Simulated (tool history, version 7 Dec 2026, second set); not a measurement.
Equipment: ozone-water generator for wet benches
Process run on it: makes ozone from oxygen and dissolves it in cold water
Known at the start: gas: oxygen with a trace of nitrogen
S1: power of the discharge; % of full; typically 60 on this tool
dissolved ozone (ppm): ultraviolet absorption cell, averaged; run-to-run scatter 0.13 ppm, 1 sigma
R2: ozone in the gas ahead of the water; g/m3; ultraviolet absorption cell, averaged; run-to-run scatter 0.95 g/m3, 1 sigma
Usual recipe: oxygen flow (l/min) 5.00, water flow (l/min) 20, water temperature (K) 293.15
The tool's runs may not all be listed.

{"run": 1, "hour": 0.0, "S1": 60, "oxygen flow (l/min)": 5.0, "water flow (l/min)": 20, "water temperature (K)": 293.15, "dissolved ozone (ppm)": 14.0, "R2": 159.7}
{"run": 2, "hour": 61.8, "S1": 60, "oxygen flow (l/min)": 5.0, "water flow (l/min)": 20, "water temperature (K)": 289.15, "dissolved ozone (ppm)": 15.2, "R2": 159.4}
{"run": 3, "hour": 111.9, "S1": 60, "oxygen flow (l/min)": 5.0, "water flow (l/min)": 20, "water temperature (K)": 289.15, "dissolved ozone (ppm)": 15.2, "R2": 159.6}
{"run": 4, "hour": 147.9, "S1": 60, "oxygen flow (l/min)": 5.0, "water flow (l/min)": 26, "water temperature (K)": 293.15, "dissolved ozone (ppm)": 11.5, "R2": 157.6}
{"run": 5, "hour": 190.8, "S1": 60, "oxygen flow (l/min)": 5.0, "water flow (l/min)": 18, "water temperature (K)": 293.15, "dissolved ozone (ppm)": 15.6, "R2": 159.1}
{"run": 6, "hour": 241.2, "S1": 60, "oxygen flow (l/min)": 5.0, "water flow (l/min)": 20, "water temperature (K)": 294.15, "dissolved ozone (ppm)": 14.1, "R2": 160.4}
{"run": 7, "hour": 281.5, "S1": 60, "oxygen flow (l/min)": 5.0, "water flow (l/min)": 20, "water temperature (K)": 294.15, "dissolved ozone (ppm)": 14.0, "R2": 157.2}
{"run": 8, "hour": 327.4, "S1": 60, "oxygen flow (l/min)": 5.0, "water flow (l/min)": 20, "water temperature (K)": 294.15, "dissolved ozone (ppm)": 14.1, "R2": 157.6}
{"run": 9, "hour": 356.4, "S1": 60, "oxygen flow (l/min)": 5.0, "water flow (l/min)": 20, "water temperature (K)": 294.15, "dissolved ozone (ppm)": 14.1, "R2": 158.5}
{"run": 10, "hour": 408.3, "S1": 60, "oxygen flow (l/min)": 5.0, "water flow (l/min)": 20, "water temperature (K)": 293.15, "dissolved ozone (ppm)": 14.3, "R2": 158.9}
{"run": 11, "hour": 467.3, "S1": 41, "oxygen flow (l/min)": 5.0, "water flow (l/min)": 20, "water temperature (K)": 293.15, "dissolved ozone (ppm)": 10.4, "R2": 113.6}
{"run": 12, "hour": 498.0, "S1": 60, "oxygen flow (l/min)": 6.86, "water flow (l/min)": 20, "water temperature (K)": 293.15, "dissolved ozone (ppm)": 14.8, "R2": 139.5}
{"run": 13, "hour": 544.4, "S1": 60, "oxygen flow (l/min)": 6.86, "water flow (l/min)": 20, "water temperature (K)": 293.15, "dissolved ozone (ppm)": 15.0, "R2": 140.4}
{"run": 14, "hour": 584.6, "S1": 60, "oxygen flow (l/min)": 6.86, "water flow (l/min)": 20, "water temperature (K)": 293.15, "dissolved ozone (ppm)": 14.7, "R2": 140.2}
{"run": 15, "hour": 610.9, "S1": 60, "oxygen flow (l/min)": 5.16, "water flow (l/min)": 20, "water temperature (K)": 293.15, "dissolved ozone (ppm)": 14.1, "R2": 154.9}
{"run": 16, "hour": 664.5, "S1": 60, "oxygen flow (l/min)": 5.16, "water flow (l/min)": 20, "water temperature (K)": 293.15, "dissolved ozone (ppm)": 14.1, "R2": 156.5}
{"run": 17, "hour": 696.7, "S1": 60, "oxygen flow (l/min)": 5.16, "water flow (l/min)": 20, "water temperature (K)": 293.15, "dissolved ozone (ppm)": 14.3, "R2": 156.1}
{"run": 18, "hour": 733.8, "S1": 55, "oxygen flow (l/min)": 5.16, "water flow (l/min)": 20, "water temperature (K)": 293.15, "dissolved ozone (ppm)": 13.4, "R2": 146.8}
{"run": 19, "hour": 763.7, "S1": 61, "oxygen flow (l/min)": 2.54, "water flow (l/min)": 13, "water temperature (K)": 288.15, "dissolved ozone (ppm)": 19.2, "R2": 210.4}
{"run": 20, "hour": 804.0, "S1": 61, "oxygen flow (l/min)": 3.15, "water flow (l/min)": 13, "water temperature (K)": 288.15, "dissolved ozone (ppm)": 19.7, "R2": 193.1}
{"run": 21, "hour": 841.7, "S1": 65, "oxygen flow (l/min)": 5.0, "water flow (l/min)": 20, "water temperature (K)": 293.15, "dissolved ozone (ppm)": 15.2, "R2": 168.5}
{"run": 22, "hour": 903.4, "S1": 92, "oxygen flow (l/min)": 6.07, "water flow (l/min)": 21, "water temperature (K)": 297.15, "dissolved ozone (ppm)": 18.6, "R2": 210.2}
{"run": 23, "hour": 955.1, "S1": 92, "oxygen flow (l/min)": 6.07, "water flow (l/min)": 21, "water temperature (K)": 297.15, "dissolved ozone (ppm)": 18.8, "R2": 212.3}
{"run": 24, "hour": 1012.3, "S1": 60, "oxygen flow (l/min)": 3.07, "water flow (l/min)": 20, "water temperature (K)": 293.15, "dissolved ozone (ppm)": 12.7, "R2": 192.5}
{"run": 25, "hour": 1074.9, "S1": 80, "oxygen flow (l/min)": 5.0, "water flow (l/min)": 16, "water temperature (K)": 293.15, "dissolved ozone (ppm)": 21.1, "R2": 203.2}

Consider 3 possible next runs. They are alternatives, not a sequence: every one starts from the tool as it was left by run 25. What does each give?
{"run": "A", "hour": 1135.3, "S1": 81, "oxygen flow (l/min)": 2.74, "water flow (l/min)": 13, "water temperature (K)": 293.15, "dissolved ozone (ppm)": "?", "R2": "?"}
{"run": "B", "hour": 1135.3, "S1": 68, "oxygen flow (l/min)": 2.92, "water flow (l/min)": 13, "water temperature (K)": 293.15, "dissolved ozone (ppm)": "?", "R2": "?"}
{"run": "C", "hour": 1135.3, "S1": 65, "oxygen flow (l/min)": 8.4, "water flow (l/min)": 16, "water temperature (K)": 290.15, "dissolved ozone (ppm)": "?", "R2": "?"}

run=A dissolved_ozone_(ppm)=22.9 R2=260.1
run=B dissolved_ozone_(ppm)=20.2 R2=216.8
run=C dissolved_ozone_(ppm)=19.5 R2=137.4
With the hidden condition removed and each run's random variation left untouched, the same runs would have given:
run=A dissolved_ozone_(ppm)=24.4 R2=268.3
run=B dissolved_ozone_(ppm)=21.5 R2=222.7
run=C dissolved_ozone_(ppm)=20.7 R2=141.0
